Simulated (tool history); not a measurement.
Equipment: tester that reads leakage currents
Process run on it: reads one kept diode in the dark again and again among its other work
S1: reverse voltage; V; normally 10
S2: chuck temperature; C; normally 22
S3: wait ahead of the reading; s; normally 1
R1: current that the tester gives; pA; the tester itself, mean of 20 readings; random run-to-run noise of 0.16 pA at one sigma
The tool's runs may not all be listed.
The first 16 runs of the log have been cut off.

{"run": 17, "day": 112.625, "S1": 17, "S2": 22, "S3": 0.35, "R1": 69.18}
{"run": 18, "day": 117.8, "S1": 17, "S2": 22, "S3": 0.35, "R1": 69.27}
{"run": 19, "day": 126.283, "S1": 17, "S2": 22, "S3": 0.52, "R1": 64.65}
{"run": 20, "day": 134.183, "S1": 17, "S2": 22, "S3": 0.52, "R1": 64.94}
{"run": 21, "day": 139.883, "S1": 9.8, "S2": 21, "S3": 0.48, "R1": 48.06}
{"run": 22, "day": 143.971, "S1": 2.3, "S2": 34, "S3": 0.73, "R1": 73.65}
{"day": 151.658, "done": "probe card cleaned and baked"}
{"run": 23, "day": 153.129, "S1": 2.3, "S2": 34, "S3": 0.73, "R1": 73.73}
{"run": 24, "day": 160.104, "S1": 2.3, "S2": 34, "S3": 0.73, "R1": 73.28}
{"run": 25, "day": 163.925, "S1": 2.3, "S2": 34, "S3": 0.73, "R1": 73.32}
{"run": 26, "day": 171.512, "S1": 8.7, "S2": 26, "S3": 0.73, "R1": 64.58}
{"run": 27, "day": 175.583, "S1": 8.6, "S2": 21, "S3": 1, "R1": 42.7}
{"run": 28, "day": 184.071, "S1": 10, "S2": 21, "S3": 1.84, "R1": 44.1}
{"run": 29, "day": 191.108, "S1": 7.1, "S2": 21, "S3": 9.4, "R1": 37.69}
{"day": 196.983, "done": "chuck's temperature calibrated"}
{"run": 30, "day": 199.262, "S1": 7.1, "S2": 21, "S3": 9.4, "R1": 37.85}
{"run": 31, "day": 207.917, "S1": 10, "S2": 31, "S3": 1, "R1": 98.99}
{"run": 32, "day": 213.458, "S1": 10, "S2": 48, "S3": 1, "R1": 348.54}
{"run": 33, "day": 218.65, "S1": 10, "S2": 28, "S3": 0.46, "R1": 81.81}
{"run": 34, "day": 223.729, "S1": 10, "S2": 28, "S3": 0.46, "R1": 81.77}
{"run": 35, "day": 231.229, "S1": 10, "S2": 28, "S3": 0.46, "R1": 81.7}
{"run": 36, "day": 236.6, "S1": 10, "S2": 28, "S3": 0.46, "R1": 81.54}
{"run": 37, "day": 245.079, "S1": 7.8, "S2": 36, "S3": 1, "R1": 133.14}
{"day": 249.25, "done": "tester calibrated"}
{"run": 38, "day": 251.712, "S1": 7.8, "S2": 36, "S3": 1, "R1": 132.63}
{"run": 39, "day": 259.029, "S1": 7.8, "S2": 36, "S3": 1, "R1": 131.71}
{"run": 40, "day": 263.546, "S1": 7.8, "S2": 36, "S3": 1, "R1": 132.58}

Branching from run 40: 4 alternative next runs. What would each branch give?
{"run": "A", "day": 267.942, "S1": 2.8, "S2": 29, "S3": 1, "R1": "?"}
{"run": "B", "day": 267.942, "S1": 15.4, "S2": 36, "S3": 0.8, "R1": "?"}
{"run": "C", "day": 267.942, "S1": 7.8, "S2": 51, "S3": 0.41, "R1": "?"}
{"run": "D", "day": 267.942, "S1": 1.7, "S2": 36, "S3": 1, "R1": "?"}

run=A R1=53.17
run=B R1=170.33
run=C R1=395.67
run=D R1=76.77
Had the tool no hidden state, the same runs would have come out as:
run=A R1=53.17
run=B R1=170.29
run=C R1=395.71
run=D R1=76.78

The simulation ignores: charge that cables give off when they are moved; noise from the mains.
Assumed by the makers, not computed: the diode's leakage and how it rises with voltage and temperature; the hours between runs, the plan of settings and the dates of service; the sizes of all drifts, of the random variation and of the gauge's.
